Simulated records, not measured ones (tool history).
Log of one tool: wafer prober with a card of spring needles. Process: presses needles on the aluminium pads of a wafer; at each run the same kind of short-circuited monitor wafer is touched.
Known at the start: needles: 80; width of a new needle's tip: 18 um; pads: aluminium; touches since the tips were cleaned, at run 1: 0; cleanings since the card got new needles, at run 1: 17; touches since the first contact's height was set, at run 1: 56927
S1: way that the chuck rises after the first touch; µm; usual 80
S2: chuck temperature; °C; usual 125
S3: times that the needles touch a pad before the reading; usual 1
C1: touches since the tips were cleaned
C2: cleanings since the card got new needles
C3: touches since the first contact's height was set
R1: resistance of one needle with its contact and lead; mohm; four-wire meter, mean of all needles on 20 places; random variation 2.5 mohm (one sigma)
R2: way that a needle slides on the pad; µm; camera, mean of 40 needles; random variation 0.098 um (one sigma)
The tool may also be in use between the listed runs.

{"run": 1, "hour": 0.0, "S1": 80, "S2": 125, "S3": 1, "C1": 0, "C2": 17, "C3": 56927, "R1": 293, "R2": 22.24}
{"run": 2, "hour": 5.9, "S1": 80, "S2": 125, "S3": 2, "C1": 1809, "C2": 17, "C3": 58736, "R1": 317, "R2": 22.0}
{"hour": 9.6, "done": "tips cleaned on abrasive film"}
{"run": 3, "hour": 17.4, "S1": 80, "S2": 81, "S3": 2, "C1": 2394, "C2": 18, "C3": 62216, "R1": 309, "R2": 22.25}
{"hour": 19.0, "done": "tips cleaned on abrasive film"}
{"run": 4, "hour": 25.3, "S1": 66, "S2": 125, "S3": 1, "C1": 1926, "C2": 19, "C3": 64585, "R1": 355, "R2": 18.25}
{"hour": 29.0, "done": "tips cleaned on abrasive film"}
{"run": 5, "hour": 36.2, "S1": 66, "S2": 125, "S3": 1, "C1": 2195, "C2": 20, "C3": 67896, "R1": 365, "R2": 18.07}
{"hour": 38.3, "done": "tips cleaned on abrasive film"}
{"run": 6, "hour": 46.6, "S1": 80, "S2": 125, "S3": 1, "C1": 2516, "C2": 21, "C3": 71022, "R1": 341, "R2": 21.87}
{"hour": 48.4, "done": "tips cleaned on abrasive film"}
{"hour": 58.0, "done": "tips cleaned on abrasive film"}
{"run": 7, "hour": 58.0, "S1": 80, "S2": 125, "S3": 1, "C1": 0, "C2": 23, "C3": 74470, "R1": 293, "R2": 21.99}
{"run": 8, "hour": 64.9, "S1": 80, "S2": 29, "S3": 1, "C1": 2093, "C2": 23, "C3": 76563, "R1": 319, "R2": 21.81}
{"hour": 68.0, "done": "tips cleaned on abrasive film"}
{"run": 9, "hour": 70.2, "S1": 80, "S2": 29, "S3": 1, "C1": 684, "C2": 24, "C3": 78158, "R1": 294, "R2": 21.96}
{"hour": 77.3, "done": "tips cleaned on abrasive film"}
{"run": 10, "hour": 79.3, "S1": 80, "S2": 125, "S3": 2, "C1": 608, "C2": 25, "C3": 80892, "R1": 305, "R2": 22.11}
{"run": 11, "hour": 85.4, "S1": 80, "S2": 125, "S3": 1, "C1": 2464, "C2": 25, "C3": 82748, "R1": 342, "R2": 22.04}
{"hour": 86.8, "done": "tips cleaned on abrasive film"}
{"run": 12, "hour": 93.0, "S1": 80, "S2": 125, "S3": 1, "C1": 1894, "C2": 26, "C3": 85060, "R1": 337, "R2": 21.87}
{"hour": 96.2, "done": "tips cleaned on abrasive film"}
{"run": 13, "hour": 102.0, "S1": 69, "S2": 125, "S3": 1, "C1": 1744, "C2": 27, "C3": 87757, "R1": 352, "R2": 18.94}
{"hour": 105.5, "done": "tips cleaned on abrasive film"}
{"run": 14, "hour": 110.2, "S1": 69, "S2": 125, "S3": 1, "C1": 1439, "C2": 28, "C3": 90242, "R1": 339, "R2": 18.99}

Forecast run 15:
{"hour": 115.0, "done": "tips cleaned on abrasive film"}
{"run": 15, "hour": 119.2, "S1": 69, "S2": 125, "S3": 1, "C1": 1277, "C2": 29, "C3": 92968, "R1": "?", "R2": "?"}

Run 15 gave R1 345 mohm, R2 18.86 µm.
Without the tool's hidden state the same run would have given R1 290 mohm, R2 19.28 µm.

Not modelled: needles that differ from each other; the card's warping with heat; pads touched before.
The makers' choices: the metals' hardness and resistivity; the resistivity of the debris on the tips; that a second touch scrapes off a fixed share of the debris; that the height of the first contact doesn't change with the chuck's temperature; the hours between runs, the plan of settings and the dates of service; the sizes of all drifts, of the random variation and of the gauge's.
